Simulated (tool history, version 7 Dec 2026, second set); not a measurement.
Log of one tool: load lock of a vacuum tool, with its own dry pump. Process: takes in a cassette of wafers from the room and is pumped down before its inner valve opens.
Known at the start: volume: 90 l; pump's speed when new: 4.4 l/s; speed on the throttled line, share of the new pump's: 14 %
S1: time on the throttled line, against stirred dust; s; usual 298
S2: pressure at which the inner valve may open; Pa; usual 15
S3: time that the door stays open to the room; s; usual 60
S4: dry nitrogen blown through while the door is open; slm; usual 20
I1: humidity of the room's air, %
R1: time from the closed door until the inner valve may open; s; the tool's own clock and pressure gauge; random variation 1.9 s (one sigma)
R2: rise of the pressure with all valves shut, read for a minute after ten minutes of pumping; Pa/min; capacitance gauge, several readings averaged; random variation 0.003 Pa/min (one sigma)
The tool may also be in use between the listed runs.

{"run": 1, "hour": 0.0, "S1": 298, "S2": 15, "S3": 60, "S4": 20, "I1": 45.2, "R1": 465.4, "R2": 0.057}
{"hour": 381.2, "done": "dry pump taken out, an overhauled one fitted"}
{"run": 2, "hour": 435.7, "S1": 298, "S2": 15, "S3": 186, "S4": 20, "I1": 43.8, "R1": 442.5, "R2": 0.08}
{"run": 3, "hour": 716.8, "S1": 298, "S2": 15, "S3": 186, "S4": 20, "I1": 49.0, "R1": 439.2, "R2": 0.101}
{"run": 4, "hour": 1169.7, "S1": 298, "S2": 15, "S3": 186, "S4": 20, "I1": 46.2, "R1": 435.6, "R2": 0.099}
{"run": 5, "hour": 1424.4, "S1": 298, "S2": 10, "S3": 186, "S4": 20, "I1": 42.9, "R1": 448.7, "R2": 0.096}
{"run": 6, "hour": 1688.3, "S1": 298, "S2": 10, "S3": 186, "S4": 20, "I1": 44.1, "R1": 453.3, "R2": 0.1}
{"run": 7, "hour": 2194.5, "S1": 298, "S2": 10, "S3": 186, "S4": 20, "I1": 44.2, "R1": 452.7, "R2": 0.112}
{"run": 8, "hour": 2428.4, "S1": 298, "S2": 15, "S3": 60, "S4": 20, "I1": 46.2, "R1": 445.0, "R2": 0.091}
{"run": 9, "hour": 2934.8, "S1": 298, "S2": 27, "S3": 60, "S4": 20, "I1": 44.1, "R1": 431.8, "R2": 0.099}
{"run": 10, "hour": 3367.0, "S1": 298, "S2": 27, "S3": 60, "S4": 20, "I1": 43.4, "R1": 431.0, "R2": 0.106}
{"run": 11, "hour": 3825.4, "S1": 298, "S2": 27, "S3": 80, "S4": 20, "I1": 47.4, "R1": 435.0, "R2": 0.119}
{"run": 12, "hour": 4279.9, "S1": 298, "S2": 27, "S3": 80, "S4": 20, "I1": 42.4, "R1": 432.8, "R2": 0.131}
{"run": 13, "hour": 4742.6, "S1": 298, "S2": 15, "S3": 78, "S4": 20, "I1": 41.9, "R1": 446.1, "R2": 0.139}
{"run": 14, "hour": 5034.9, "S1": 298, "S2": 24, "S3": 46, "S4": 20, "I1": 43.7, "R1": 438.2, "R2": 0.135}
{"run": 15, "hour": 5484.5, "S1": 334, "S2": 15, "S3": 26, "S4": 10, "I1": 49.0, "R1": 479.5, "R2": 0.145}
{"run": 16, "hour": 5816.9, "S1": 181, "S2": 15, "S3": 60, "S4": 7, "I1": 41.2, "R1": 354.7, "R2": 0.167}
{"run": 17, "hour": 6076.2, "S1": 283, "S2": 14, "S3": 30, "S4": 29, "I1": 43.8, "R1": 439.3, "R2": 0.154}
{"run": 18, "hour": 6435.2, "S1": 550, "S2": 12, "S3": 108, "S4": 16, "I1": 41.1, "R1": 670.6, "R2": 0.181}
{"run": 19, "hour": 6756.9, "S1": 185, "S2": 12, "S3": 108, "S4": 16, "I1": 42.3, "R1": 362.9, "R2": 0.193}

3 ways to go on from here, each from the tool as it stands after run 19. What would each give?
{"run": "A", "hour": 6987.8, "S1": 251, "S2": 12, "S3": 108, "S4": 16, "I1": 48.0, "R1": "?", "R2": "?"}
{"run": "B", "hour": 6987.8, "S1": 185, "S2": 19, "S3": 108, "S4": 16, "I1": 44.4, "R1": "?", "R2": "?"}
{"run": "C", "hour": 6987.8, "S1": 298, "S2": 15, "S3": 231, "S4": 20, "I1": 47.0, "R1": "?", "R2": "?"}

run=A R1=420.5 R2=0.198
run=B R1=351.6 R2=0.195
run=C R1=451.5 R2=0.214
Without the tool's hidden state the same runs would have given:
run=A R1=404.9 R2=0.039
run=B R1=336.5 R2=0.036
run=C R1=437.5 R2=0.055
